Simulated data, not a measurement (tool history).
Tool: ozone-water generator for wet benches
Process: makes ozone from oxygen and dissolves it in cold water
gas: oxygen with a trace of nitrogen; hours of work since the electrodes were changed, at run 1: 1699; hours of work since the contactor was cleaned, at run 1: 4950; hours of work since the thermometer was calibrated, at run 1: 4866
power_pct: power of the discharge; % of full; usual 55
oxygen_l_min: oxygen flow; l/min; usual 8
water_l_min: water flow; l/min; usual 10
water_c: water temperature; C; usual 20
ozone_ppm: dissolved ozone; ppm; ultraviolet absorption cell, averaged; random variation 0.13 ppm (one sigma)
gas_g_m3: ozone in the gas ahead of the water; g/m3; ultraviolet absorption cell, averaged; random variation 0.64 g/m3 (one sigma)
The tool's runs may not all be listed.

run	day	power_pct	oxygen_l_min	water_l_min	water_c	hours of work since the electrodes were changed	hours of work since the contactor was cleaned	hours of work since the thermometer was calibrated	ozone_ppm	gas_g_m3
1	0	55	8	10	20	1699	4950	4866	20.7	134.1
2	2.008	55	8	7	20	1746	4997	4913	24.7	134.6
3	3.242	55	8	7	20	1775	5025	4942	24.4	133.7
4	5.825	55	8	11	20	1835	5085	5002	19.9	135.2
5	6.954	55	8	11	20	1861	5112	5028	19.5	134.1
6	8.979	55	8	11	20	1908	5159	5076	19.6	135.1
7	11.208	55	8	11	20	1960	5211	5128	19.6	133.6
8	12.608	55	6.24	10	20	1993	5244	5160	22.3	156
9	14.5	55	6.24	10	20	2037	5288	5204	22.4	155.5
10	15.933	55	8	10	20	2071	5321	5238	20.7	133.9
11	17.192	55	8	10	20	2100	5351	5267	20.6	134.1
12	19.15	55	8	10	20	2145	5396	5313	20.7	132.8
13	21.546	97	8	10	20	2201	5452	5369	34.2	220.2
14	22.938	97	8	10	20	2234	5485	5401	34.2	223
15	24.262	97	8	10	20	2265	5515	5432	34.2	222.4
# day 25.921: contactor cleaned
16	26.133	55	8	10	20	2305	5	5472	21.6	132.4
17	27.771	55	8	10	20	2343	43	5510	21.6	133.6
18	29.425	55	8	10	14	2381	82	5549	24.5	133.8
19	31.621	55	8	10	14	2432	133	5600	24.4	134.6
20	32.983	56	8	10	20	2464	165	5632	21.8	134.4
# day 33.754: water thermometer calibrated
21	35.129	58	4.5	7	20	2514	214	32	32.1	198.7
22	36.338	55	8	13	25	2542	242	60	16.8	133.5
23	38.817	99	8	9	20	2600	300	118	38.2	225.2
24	41.15	95	12.55	9	20	2654	355	172	30.4	165.4
25	43.133	62	6.59	10	13	2700	401	219	29.6	166.7
26	44.658	88	8	10	15	2736	436	254	36.5	201.2
27	46.783	88	8.1	10	15	2786	486	304	36.2	199.4
28	48.038	55	8	8	20	2815	515	333	23.9	132.7
29	49.75	55	8	8	20	2855	555	373	23.5	132.6
30	51.342	64	8	10	20	2892	592	410	24.3	150.9
31	53.742	64	8	10	20	2948	648	466	24.5	151.9
32	55.746	90	4.66	8	17	2995	695	513	46.3	286.7

Some steps in ozone_ppm between neighbouring runs. How much of each would the tool show without its hidden state too (settings, what came in, random variation), and how much is left for the hidden state, with any gauge scatter that isn't in both results?
The hidden state here: yield of the discharge, % of new electrodes'; contactor's efficiency, % of a clean one's; true water temperature over the reading, C; drift of the gauge itself on ozone_ppm, %; drift of the gauge itself on gas_g_m3, %.
Run 12 -> 13: power_pct 55 -> 97. ozone_ppm +13.5 ppm: hidden state -1.2, all else +14.7.
Run 15 -> 16: power_pct 97 -> 55, contactor cleaned. ozone_ppm -12.6 ppm: hidden state +2.3, all else -14.9.
Run 21 -> 22: power_pct 58 -> 55, oxygen_l_min 4.5 -> 8, water_l_min 7 -> 13, water_c 20 -> 25. ozone_ppm -15.3 ppm: hidden state +0.4, all else -15.7.
Run 22 -> 23: power_pct 55 -> 99, water_l_min 13 -> 9, water_c 25 -> 20. ozone_ppm +21.4 ppm: hidden state -1.1, all else +22.5.
Run 31 -> 32: power_pct 64 -> 90, oxygen_l_min 8 -> 4.66, water_l_min 10 -> 8, water_c 20 -> 17. ozone_ppm +21.8 ppm: hidden state -1.2, all else +23.

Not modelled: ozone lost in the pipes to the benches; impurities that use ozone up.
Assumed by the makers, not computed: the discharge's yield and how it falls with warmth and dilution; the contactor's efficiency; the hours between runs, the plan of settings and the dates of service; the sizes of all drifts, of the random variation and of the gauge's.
